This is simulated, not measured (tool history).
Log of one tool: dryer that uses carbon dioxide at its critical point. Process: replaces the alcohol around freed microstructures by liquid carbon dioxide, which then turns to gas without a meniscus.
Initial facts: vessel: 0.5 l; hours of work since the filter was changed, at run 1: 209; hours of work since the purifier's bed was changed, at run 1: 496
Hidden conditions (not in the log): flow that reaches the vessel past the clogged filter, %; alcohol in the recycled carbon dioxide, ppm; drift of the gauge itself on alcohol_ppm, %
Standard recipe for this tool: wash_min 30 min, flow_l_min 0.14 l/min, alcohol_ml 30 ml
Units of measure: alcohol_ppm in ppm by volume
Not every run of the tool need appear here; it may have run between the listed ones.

| run | hour | wash_min | flow_l_min | alcohol_ml | hours of work since the filter was changed | hours of work since the purifier's bed was changed | alcohol_ppm |
|---|---|---|---|---|---|---|---|
| 1 | 0 | 30 | 0.14 | 30 | 209 | 496 | 238 |
| 2 | 37.2 | 46 | 0.14 | 30 | 229 | 516 | 194 |
| 3 | 71.7 | 30 | 0.14 | 30 | 248 | 534 | 252 |
| 4 | 95.2 | 30 | 0.14 | 30 | 260 | 547 | 257 |
| 5 | 137.8 | 30 | 0.14 | 30 | 283 | 570 | 280 |
| 6 | 169.3 | 30 | 0.14 | 30 | 300 | 586 | 293 |
| 7 | 210.7 | 30 | 0.14 | 30 | 322 | 609 | 304 |
| 8 | 250.5 | 30 | 0.14 | 30 | 343 | 630 | 303 |
| 9 | 274.2 | 30 | 0.14 | 30 | 356 | 643 | 301 |
| 10 | 317.9 | 30 | 0.19 | 30 | 380 | 666 | 241 |
|  | 330.8 | purifier's bed changed |
| 11 | 350.8 | 30 | 0.14 | 30 | 396 | 11 | 90 |
| 12 | 389.5 | 30 | 0.14 | 30 | 416 | 31 | 99 |
| 13 | 418.2 | 30 | 0.14 | 30 | 432 | 47 | 111 |
| 14 | 452.9 | 30 | 0.14 | 30 | 450 | 65 | 118 |
| 15 | 487.7 | 30 | 0.14 | 30 | 469 | 84 | 130 |
|  | 492 | inlet filter changed |
| 16 | 524.6 | 30 | 0.14 | 30 | 17 | 103 | 71 |
| 17 | 549.6 | 30 | 0.14 | 30 | 31 | 117 | 75 |
| 18 | 591 | 30 | 0.14 | 30 | 53 | 139 | 95 |
| 19 | 614.8 | 30 | 0.14 | 64 | 66 | 152 | 131 |
| 20 | 653.9 | 21 | 0.14 | 30 | 87 | 173 | 386 |
| 21 | 695.6 | 24 | 0.14 | 30 | 109 | 195 | 228 |
| 22 | 738.5 | 20 | 0.14 | 30 | 132 | 218 | 545 |
| 23 | 773.2 | 20 | 0.14 | 30 | 151 | 236 | 558 |
| 24 | 814.9 | 30 | 0.151 | 86 | 173 | 259 | 166 |
| 25 | 857.8 | 30 | 0.157 | 29 | 196 | 282 | 123 |
| 26 | 895.3 | 30 | 0.157 | 29 | 216 | 302 | 139 |
| 27 | 916 | 30 | 0.157 | 29 | 227 | 313 | 129 |
| 28 | 946.4 | 27 | 0.186 | 51 | 243 | 329 | 144 |
| 29 | 975.6 | 37 | 0.186 | 51 | 259 | 345 | 136 |
| 30 | 1010 | 21 | 0.125 | 31 | 277 | 363 | 962 |
| 31 | 1053.9 | 36 | 0.104 | 90 | 301 | 387 | 572 |
| 32 | 1096 | 36 | 0.104 | 90 | 323 | 409 | 616 |
| 33 | 1135.4 | 22 | 0.14 | 53 | 345 | 430 | 887 |
| 34 | 1163.4 | 31 | 0.131 | 86 | 360 | 445 | 439 |
| 35 | 1199.7 | 44 | 0.187 | 112 | 379 | 465 | 170 |
| 36 | 1220.9 | 32 | 0.113 | 112 | 390 | 476 | 958 |
| 37 | 1251.1 | 22 | 0.126 | 112 | 407 | 492 | 3194 |
| 38 | 1286.5 | 31 | 0.086 | 112 | 426 | 511 | 4163 |
| 39 | 1305.7 | 31 | 0.159 | 112 | 436 | 522 | 296 |
| 40 | 1332.8 | 30 | 0.143 | 30 | 450 | 536 | 278 |
| 41 | 1364.4 | 42 | 0.232 | 63 | 467 | 553 | 209 |
|  | 1368.9 | inlet filter changed |
| 42 | 1399.4 | 26 | 0.14 | 63 | 16 | 571 | 393 |

Here are 5 independent what-if runs from the current tool condition. What would each one return?
| A | 1417.7 | 45 | 0.093 | 53 | 26 | 581 | ? |
| B | 1417.7 | 26 | 0.14 | 116 | 26 | 581 | ? |
| C | 1417.7 | 27 | 0.123 | 55 | 26 | 581 | ? |
| D | 1417.7 | 33 | 0.14 | 30 | 26 | 581 | ? |
| E | 1417.7 | 21 | 0.221 | 76 | 26 | 581 | ? |

| run | alcohol_ppm |
|---|---|
| A | 276 |
| B | 564 |
| C | 496 |
| D | 233 |
| E | 250 |
With the hidden condition removed and each run's random variation left untouched, the same runs would have given:
| run | alcohol_ppm |
|---|---|
| A | 62 |
| B | 313 |
| C | 265 |
| D | 23 |
| E | 36 |
